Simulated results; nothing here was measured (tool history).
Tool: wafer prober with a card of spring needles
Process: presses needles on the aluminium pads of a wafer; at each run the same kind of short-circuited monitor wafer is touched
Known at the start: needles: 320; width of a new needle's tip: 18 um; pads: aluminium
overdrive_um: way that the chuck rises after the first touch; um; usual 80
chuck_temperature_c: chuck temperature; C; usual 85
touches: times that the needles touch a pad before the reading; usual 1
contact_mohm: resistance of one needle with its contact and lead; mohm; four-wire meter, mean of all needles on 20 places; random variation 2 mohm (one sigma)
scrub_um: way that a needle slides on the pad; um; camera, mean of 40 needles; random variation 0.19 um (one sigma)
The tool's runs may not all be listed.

{"run": 1, "day": 0.0, "overdrive_um": 80, "chuck_temperature_c": 85, "touches": 1, "contact_mohm": 207, "scrub_um": 19.32}
{"day": 0.204, "done": "tips cleaned on abrasive film"}
{"day": 0.446, "done": "tips cleaned on abrasive film"}
{"run": 2, "day": 0.488, "overdrive_um": 80, "chuck_temperature_c": 85, "touches": 1, "contact_mohm": 210, "scrub_um": 19.36}
{"day": 0.679, "done": "tips cleaned on abrasive film"}
{"day": 0.912, "done": "tips cleaned on abrasive film"}
{"run": 3, "day": 1.096, "overdrive_um": 71, "chuck_temperature_c": 85, "touches": 1, "contact_mohm": 214, "scrub_um": 17.21}
{"day": 1.142, "done": "tips cleaned on abrasive film"}
{"day": 1.371, "done": "tips cleaned on abrasive film"}
{"run": 4, "day": 1.583, "overdrive_um": 81, "chuck_temperature_c": 85, "touches": 1, "contact_mohm": 212, "scrub_um": 19.86}
{"day": 1.625, "done": "tips cleaned on abrasive film"}
{"day": 1.875, "done": "tips cleaned on abrasive film"}
{"run": 5, "day": 2.004, "overdrive_um": 81, "chuck_temperature_c": 85, "touches": 1, "contact_mohm": 211, "scrub_um": 19.32}
{"day": 2.112, "done": "tips cleaned on abrasive film"}
{"day": 2.371, "done": "tips cleaned on abrasive film"}
{"run": 6, "day": 2.542, "overdrive_um": 81, "chuck_temperature_c": 85, "touches": 1, "contact_mohm": 208, "scrub_um": 19.63}
{"day": 2.617, "done": "tips cleaned on abrasive film"}
{"day": 2.854, "done": "tips cleaned on abrasive film"}
{"run": 7, "day": 3.042, "overdrive_um": 81, "chuck_temperature_c": 85, "touches": 1, "contact_mohm": 209, "scrub_um": 19.73}
{"day": 3.108, "done": "tips cleaned on abrasive film"}
{"day": 3.362, "done": "tips cleaned on abrasive film"}
{"run": 8, "day": 3.425, "overdrive_um": 67, "chuck_temperature_c": 44, "touches": 2, "contact_mohm": 207, "scrub_um": 16.18}
{"day": 3.625, "done": "tips cleaned on abrasive film"}
{"day": 3.892, "done": "tips cleaned on abrasive film"}
{"run": 9, "day": 4.017, "overdrive_um": 94, "chuck_temperature_c": 85, "touches": 1, "contact_mohm": 210, "scrub_um": 23.28}
{"day": 4.142, "done": "tips cleaned on abrasive film"}
{"day": 4.412, "done": "tips cleaned on abrasive film"}
{"run": 10, "day": 4.604, "overdrive_um": 86, "chuck_temperature_c": 58, "touches": 1, "contact_mohm": 204, "scrub_um": 20.99}
{"day": 4.654, "done": "tips cleaned on abrasive film"}
{"day": 4.888, "done": "tips cleaned on abrasive film"}
{"run": 11, "day": 4.996, "overdrive_um": 78, "chuck_temperature_c": 52, "touches": 1, "contact_mohm": 203, "scrub_um": 19.01}
{"day": 5.146, "done": "tips cleaned on abrasive film"}
{"run": 12, "day": 5.283, "overdrive_um": 97, "chuck_temperature_c": 52, "touches": 1, "contact_mohm": 203, "scrub_um": 23.77}
{"day": 5.375, "done": "tips cleaned on abrasive film"}
{"run": 13, "day": 5.562, "overdrive_um": 97, "chuck_temperature_c": 52, "touches": 1, "contact_mohm": 202, "scrub_um": 23.93}

5 ways to go on from here, each from the tool as it stands after run 13. What would each give?
{"day": 5.642, "done": "tips cleaned on abrasive film"}
{"day": 5.879, "done": "tips cleaned on abrasive film"}
{"run": "A", "day": 5.996, "overdrive_um": 74, "chuck_temperature_c": 80, "touches": 2, "contact_mohm": "?", "scrub_um": "?"}
{"day": 5.642, "done": "tips cleaned on abrasive film"}
{"day": 5.879, "done": "tips cleaned on abrasive film"}
{"run": "B", "day": 5.996, "overdrive_um": 80, "chuck_temperature_c": 85, "touches": 3, "contact_mohm": "?", "scrub_um": "?"}
{"day": 5.642, "done": "tips cleaned on abrasive film"}
{"day": 5.879, "done": "tips cleaned on abrasive film"}
{"run": "C", "day": 5.996, "overdrive_um": 83, "chuck_temperature_c": 113, "touches": 3, "contact_mohm": "?", "scrub_um": "?"}
{"day": 5.642, "done": "tips cleaned on abrasive film"}
{"day": 5.879, "done": "tips cleaned on abrasive film"}
{"run": "D", "day": 5.996, "overdrive_um": 76, "chuck_temperature_c": 69, "touches": 2, "contact_mohm": "?", "scrub_um": "?"}
{"day": 5.642, "done": "tips cleaned on abrasive film"}
{"day": 5.879, "done": "tips cleaned on abrasive film"}
{"run": "E", "day": 5.996, "overdrive_um": 80, "chuck_temperature_c": 74, "touches": 1, "contact_mohm": "?", "scrub_um": "?"}

run=A contact_mohm=212 scrub_um=17.95
run=B contact_mohm=212 scrub_um=19.54
run=C contact_mohm=221 scrub_um=20.23
run=D contact_mohm=206 scrub_um=18.30
run=E contact_mohm=207 scrub_um=19.59
Without the tool's hidden state the same runs would have given:
run=A contact_mohm=212 scrub_um=17.96
run=B contact_mohm=212 scrub_um=19.56
run=C contact_mohm=221 scrub_um=20.24
run=D contact_mohm=206 scrub_um=18.31
run=E contact_mohm=206 scrub_um=19.61

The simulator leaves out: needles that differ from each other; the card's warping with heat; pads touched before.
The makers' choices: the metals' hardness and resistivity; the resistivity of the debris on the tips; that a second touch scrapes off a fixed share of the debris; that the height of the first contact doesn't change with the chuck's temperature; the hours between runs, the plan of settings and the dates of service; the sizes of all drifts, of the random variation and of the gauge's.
